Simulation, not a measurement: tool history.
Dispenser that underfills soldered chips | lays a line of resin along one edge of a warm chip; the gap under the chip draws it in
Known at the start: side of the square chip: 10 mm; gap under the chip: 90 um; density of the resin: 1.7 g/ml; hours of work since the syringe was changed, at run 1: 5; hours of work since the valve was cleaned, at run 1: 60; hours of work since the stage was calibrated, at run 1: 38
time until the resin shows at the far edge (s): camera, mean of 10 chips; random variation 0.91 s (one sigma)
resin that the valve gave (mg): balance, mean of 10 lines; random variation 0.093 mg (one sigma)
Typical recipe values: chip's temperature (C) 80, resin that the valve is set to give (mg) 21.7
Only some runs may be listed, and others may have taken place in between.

run    day  chip's temperature (C)  resin that the valve is set to give (mg)  hours of work since the syringe was changed  hours of work since the valve was cleaned  hours of work since the stage was calibrated  time until the resin shows at the far edge (s)  resin that the valve gave (mg)
  1      0                      80                                      21.7                                            5                                         60                                            38                                             126                           20.98
       0.2  -- new syringe of resin
  2  0.229                      80                                      21.7                                            0                                         63                                            42                                            91.2                           21.01
  3  0.592                      80                                      21.7                                            6                                         68                                            47                                             140                           20.87
     0.712  -- new syringe of resin
  4  0.825                      80                                      21.7                                            2                                         72                                            50                                           100.6                           20.83
  5  1.167                      80                                      21.7                                            7                                         77                                            55                                             149                           20.81
     1.233  -- new syringe of resin
  6  1.479                      80                                      21.7                                            4                                         81                                            60                                             116                           20.81
     1.754  -- new syringe of resin
  7  1.808                      80                                      21.7                                            1                                         86                                            65                                            94.1                           20.79
  8  2.096                      80                                      21.7                                            5                                         90                                            69                                           130.5                           20.52
     2.258  -- new syringe of resin
  9  2.404                      80                                      21.7                                            2                                         95                                            74                                           104.4                           20.67
 10  2.721                      80                                      21.8                                            7                                        100                                            78                                           155.5                           20.64
     2.767  -- new syringe of resin
 11  2.933                      80                                      21.8                                            2                                        103                                            81                                           106.6                           20.53
     3.271  -- new syringe of resin
 12  3.292                      80                                      21.8                                            0                                        108                                            87                                            92.4                           20.47
 13  3.675                      72                                      21.7                                            6                                        114                                            92                                           200.2                            20.3
     3.775  -- new syringe of resin
 14  3.883                      78                                      20.1                                            2                                        117                                            95                                           113.4                           18.72
 15  4.062                      91                                        22                                            4                                        119                                            98                                            81.2                            20.5
     4.304  -- dispensing valve cleaned and set on the balance
     4.342  -- new syringe of resin
 16  4.492                      77                                      26.2                                            2                                          3                                           104                                           116.4                           26.08
      4.85  -- new syringe of resin
 17  4.875                      66                                      22.1                                            0                                          8                                           109                                           167.5                           22.09

What does the tool deliver on the next run?
 18  5.117                      74                                      22.1                                            4                                         12                                           113                                               ?                               ?

Run 18 came out at time until the resin shows at the far edge (s) 158, resin that the valve gave (mg) 22.02.
On a tool with no hidden condition, and with the same random variation, this run would have come out at time until the resin shows at the far edge (s) 110.9, resin that the valve gave (mg) 22.16.

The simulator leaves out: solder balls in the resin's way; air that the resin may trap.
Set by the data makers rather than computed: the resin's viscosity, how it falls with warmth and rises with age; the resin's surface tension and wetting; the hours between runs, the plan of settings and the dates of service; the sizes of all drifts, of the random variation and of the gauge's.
